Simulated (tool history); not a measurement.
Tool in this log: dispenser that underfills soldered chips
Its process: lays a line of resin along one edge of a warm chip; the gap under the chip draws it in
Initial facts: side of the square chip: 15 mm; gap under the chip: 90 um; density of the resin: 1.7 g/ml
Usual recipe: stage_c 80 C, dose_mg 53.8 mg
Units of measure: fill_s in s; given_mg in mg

run 1 hour=0 | stage_c=80 dose_mg=53.8 | fill_s=110.2 given_mg=50.59
run 2 hour=5.4 | stage_c=80 dose_mg=53.8 | fill_s=136.8 given_mg=50.66
run 3 hour=10.6 | stage_c=80 dose_mg=53.8 | fill_s=174.2 given_mg=50.48
-- hour=12.9 new syringe of resin
run 4 hour=19.6 | stage_c=72 dose_mg=53.8 | fill_s=185.8 given_mg=50.04
run 5 hour=25.9 | stage_c=80 dose_mg=53.8 | fill_s=163.3 given_mg=49.9
-- hour=30.1 new syringe of resin
run 6 hour=36 | stage_c=80 dose_mg=53.8 | fill_s=114.6 given_mg=49.76
run 7 hour=45.7 | stage_c=80 dose_mg=53.8 | fill_s=175.7 given_mg=49.42
-- hour=47.6 new syringe of resin
run 8 hour=51.8 | stage_c=80 dose_mg=61.6 | fill_s=108.4 given_mg=56.48

Run 9, settings as shown, results not yet in. Your forecast:
run 9 hour=59 | stage_c=80 dose_mg=61.6 | fill_s=? given_mg=?

fill_s: 146.5 s
given_mg: 55.83 mg
Without the tool's hidden state the same run would have given fill_s 93.2 s, given_mg 61.34 mg.
